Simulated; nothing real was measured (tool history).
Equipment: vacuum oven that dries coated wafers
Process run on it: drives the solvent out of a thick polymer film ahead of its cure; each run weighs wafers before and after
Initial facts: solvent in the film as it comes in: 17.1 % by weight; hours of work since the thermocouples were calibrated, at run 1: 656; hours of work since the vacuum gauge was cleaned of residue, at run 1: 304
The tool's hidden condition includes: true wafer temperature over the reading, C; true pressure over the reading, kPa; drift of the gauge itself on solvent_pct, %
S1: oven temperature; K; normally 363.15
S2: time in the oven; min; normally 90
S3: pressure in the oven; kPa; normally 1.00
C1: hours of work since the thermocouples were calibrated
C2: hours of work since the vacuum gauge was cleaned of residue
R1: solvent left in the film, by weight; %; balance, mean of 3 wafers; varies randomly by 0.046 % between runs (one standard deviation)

Run 1, hour 0.0: usual settings; C1 656; C2 304. Result: R1 1.84 %.
Run 2, hour 15.7: usual settings; C1 663; C2 312. Result: R1 1.86 %.
Run 3, hour 29.2: usual settings but S2 152 min; C1 670; C2 318. Result: R1 0.90 %.
Run 4, hour 35.9: usual settings but S2 152 min; C1 673; C2 322. Result: R1 0.89 %.
At hour 46.2: oven's thermocouples calibrated.
Run 5, hour 46.8: usual settings but S2 152 min; C1 0; C2 326. Result: R1 0.94 %.
Run 6, hour 57.0: usual settings but S2 152 min; C1 5; C2 331. Result: R1 0.85 %.
Run 7, hour 68.4: usual settings; C1 11; C2 337. Result: R1 1.91 %.
Run 8, hour 75.9: usual settings; C1 15; C2 340. Result: R1 1.94 %.
At hour 78.6: oven's thermocouples calibrated, once more.
Run 9, hour 88.7: usual settings; C1 5; C2 346. Result: R1 1.46 %.
Run 10, hour 100.5: usual settings; C1 11; C2 352. Result: R1 1.55 %.
Run 11, hour 110.6: usual settings; C1 16; C2 356. Result: R1 1.53 %.
Run 12, hour 122.5: usual settings; C1 22; C2 362. Result: R1 1.46 %.
Run 13, hour 129.2: usual settings; C1 25; C2 366. Result: R1 1.52 %.
Run 14, hour 137.1: usual settings; C1 29; C2 370. Result: R1 1.49 %.
Run 15, hour 148.0: usual settings; C1 34; C2 375. Result: R1 1.47 %.
Run 16, hour 156.0: usual settings but S1 372.15 K; C1 38; C2 379. Result: R1 0.46 %.
Run 17, hour 171.9: usual settings; C1 46; C2 387. Result: R1 1.53 %.
Run 18, hour 180.1: usual settings but S1 351.15 K; C1 50; C2 391. Result: R1 5.32 %.
Run 19, hour 188.9: usual settings; C1 54; C2 395. Result: R1 1.57 %.
Run 20, hour 201.4: usual settings; C1 60; C2 401. Result: R1 1.53 %.
Run 21, hour 210.1: usual settings; C1 65; C2 405. Result: R1 1.51 %.
Run 22, hour 219.3: usual settings; C1 69; C2 410. Result: R1 1.51 %.
Run 23, hour 234.4: usual settings but S3 0.64 kPa; C1 77; C2 417. Result: R1 1.36 %.
Run 24, hour 247.5: usual settings but S3 0.64 kPa; C1 83; C2 424. Result: R1 1.28 %.
Run 25, hour 263.1: usual settings but S2 86 min, S3 1.33 kPa; C1 91; C2 432. Result: R1 1.85 %.
Run 26, hour 270.0: usual settings but S1 349.15 K, S2 86 min, S3 2.48 kPa; C1 94; C2 435. Result: R1 7.43 %.
Run 27, hour 281.8: usual settings but S1 362.15 K, S2 118 min, S3 0.85 kPa; C1 100; C2 441. Result: R1 1.03 %.
Run 28, hour 296.5: usual settings but S1 362.15 K, S2 118 min, S3 0.85 kPa; C1 107; C2 448. Result: R1 1.02 %.
Run 29, hour 307.5: usual settings but S1 366.15 K, S2 113 min, S3 3.47 kPa; C1 113; C2 453. Result: R1 2.04 %.

The next listed run, before its measurement:
Run 30, hour 318.0: usual settings but S1 369.15 K, S3 3.17 kPa; C1 118; C2 459. Result: R1 ?.

Run 30 yielded R1 1.75 %.
Without the tool's hidden state the same run would have given R1 1.66 %.

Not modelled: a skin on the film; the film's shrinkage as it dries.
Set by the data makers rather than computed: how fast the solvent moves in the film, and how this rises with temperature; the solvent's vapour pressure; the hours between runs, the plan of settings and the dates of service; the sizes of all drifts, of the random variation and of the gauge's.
